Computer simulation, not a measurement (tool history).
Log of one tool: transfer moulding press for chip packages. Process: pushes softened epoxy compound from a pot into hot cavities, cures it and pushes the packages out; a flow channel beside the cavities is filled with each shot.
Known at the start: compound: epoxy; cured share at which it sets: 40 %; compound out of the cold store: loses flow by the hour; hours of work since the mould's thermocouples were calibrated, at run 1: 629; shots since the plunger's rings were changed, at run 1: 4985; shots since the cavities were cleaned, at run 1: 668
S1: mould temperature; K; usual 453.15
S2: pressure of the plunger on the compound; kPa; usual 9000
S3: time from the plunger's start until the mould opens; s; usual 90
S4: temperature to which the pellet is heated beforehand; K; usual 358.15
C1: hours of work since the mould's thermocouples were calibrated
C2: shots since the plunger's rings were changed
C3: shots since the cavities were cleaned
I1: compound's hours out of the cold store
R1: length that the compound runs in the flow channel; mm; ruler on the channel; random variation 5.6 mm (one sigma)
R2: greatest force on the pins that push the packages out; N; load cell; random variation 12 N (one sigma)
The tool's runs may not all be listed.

| run | hour | S1 | S2 | S3 | S4 | C1 | C2 | C3 | I1 | R1 | R2 |
|---|---|---|---|---|---|---|---|---|---|---|---|
| 1 | 0.0 | 453.15 | 9000 | 90 | 358.15 | 629 | 4985 | 668 | 22.4 | 514 | 706 |
|  | 29.7 | cavities cleaned with cleaning compound and waxed |
| 2 | 78.4 | 453.15 | 9000 | 90 | 358.15 | 661 | 5691 | 447 | 43.1 | 478 | 622 |
|  | 107.9 | plunger's sealing rings changed |
|  | 136.1 | cavities cleaned with cleaning compound and waxed |
|  | 159.1 | mould's thermocouples calibrated |
| 3 | 169.6 | 453.15 | 7210 | 90 | 358.15 | 4 | 534 | 289 | 47.2 | 463 | 613 |
|  | 240.4 | cavities cleaned with cleaning compound and waxed |
| 4 | 243.3 | 453.15 | 9000 | 87 | 358.15 | 35 | 1197 | 27 | 22.6 | 550 | 585 |
| 5 | 302.8 | 453.15 | 9000 | 90 | 358.15 | 60 | 1743 | 573 | 35.8 | 539 | 711 |
|  | 346.9 | cavities cleaned with cleaning compound and waxed |
| 6 | 391.7 | 453.15 | 9000 | 90 | 363.15 | 97 | 2544 | 411 | 15.9 | 555 | 706 |
| 7 | 435.8 | 453.15 | 9000 | 108 | 358.15 | 115 | 2949 | 816 | 10.0 | 576 | 555 |
|  | 453.6 | cavities cleaned with cleaning compound and waxed |
| 8 | 521.0 | 453.15 | 9000 | 90 | 358.15 | 151 | 3718 | 619 | 11.4 | 548 | 756 |
|  | 559.9 | cavities cleaned with cleaning compound and waxed |
| 9 | 607.9 | 453.15 | 9000 | 90 | 356.15 | 187 | 4501 | 440 | 10.5 | 553 | 756 |
|  | 665.6 | cavities cleaned with cleaning compound and waxed |
| 10 | 696.0 | 453.15 | 7280 | 90 | 358.15 | 223 | 5296 | 279 | 25.5 | 463 | 630 |
| 11 | 737.4 | 446.15 | 9000 | 90 | 358.15 | 241 | 5676 | 659 | 35.7 | 513 | 1186 |
|  | 766.0 | plunger's sealing rings changed |
|  | 773.7 | cavities cleaned with cleaning compound and waxed |
| 12 | 817.2 | 453.15 | 8630 | 90 | 358.15 | 273 | 456 | 398 | 11.8 | 576 | 720 |
| 13 | 861.9 | 453.15 | 8630 | 90 | 358.15 | 292 | 866 | 808 | 9.6 | 570 | 810 |
|  | 877.0 | cavities cleaned with cleaning compound and waxed |
| 14 | 907.0 | 453.15 | 8630 | 90 | 358.15 | 310 | 1267 | 276 | 36.9 | 531 | 591 |
|  | 977.8 | cavities cleaned with cleaning compound and waxed |
| 15 | 990.8 | 453.15 | 9000 | 93 | 362.15 | 345 | 2022 | 119 | 15.4 | 560 | 516 |
| 16 | 1063.0 | 451.15 | 9510 | 90 | 358.15 | 375 | 2685 | 782 | 36.1 | 548 | 870 |
|  | 1081.9 | cavities cleaned with cleaning compound and waxed |
| 17 | 1110.7 | 459.15 | 9490 | 87 | 365.15 | 395 | 3109 | 265 | 16.9 | 547 | 449 |
| 18 | 1152.4 | 460.15 | 9490 | 87 | 365.15 | 412 | 3491 | 647 | 35.3 | 518 | 485 |
|  | 1184.8 | cavities cleaned with cleaning compound and waxed |
| 19 | 1248.3 | 448.15 | 9490 | 87 | 365.15 | 452 | 4358 | 583 | 9.7 | 580 | 1181 |
|  | 1292.1 | cavities cleaned with cleaning compound and waxed |
| 20 | 1302.9 | 448.15 | 9490 | 113 | 365.15 | 474 | 4845 | 99 | 40.4 | 523 | 441 |
| 21 | 1347.5 | 448.15 | 9490 | 113 | 351.15 | 493 | 5254 | 508 | 14.2 | 562 | 612 |
|  | 1394.9 | cavities cleaned with cleaning compound and waxed |
| 22 | 1394.9 | 453.15 | 7650 | 98 | 351.15 | 513 | 5676 | 0 | 10.1 | 499 | 424 |
|  | 1420.3 | plunger's sealing rings changed |
| 23 | 1450.1 | 453.15 | 7650 | 98 | 351.15 | 535 | 273 | 483 | 29.8 | 512 | 559 |
|  | 1502.0 | cavities cleaned with cleaning compound and waxed |
| 24 | 1502.0 | 447.15 | 8470 | 86 | 356.15 | 556 | 736 | 0 | 43.2 | 523 | 826 |

The next listed run, before its measurement:
| 25 | 1576.5 | 447.15 | 8470 | 86 | 356.15 | 587 | 1420 | 684 | 44.1 | ? | ? |

{"run 25": {"R1": 510, "R2": 1142}}
Without the tool's hidden state the same run would have given R1 524 mm, R2 826 N.

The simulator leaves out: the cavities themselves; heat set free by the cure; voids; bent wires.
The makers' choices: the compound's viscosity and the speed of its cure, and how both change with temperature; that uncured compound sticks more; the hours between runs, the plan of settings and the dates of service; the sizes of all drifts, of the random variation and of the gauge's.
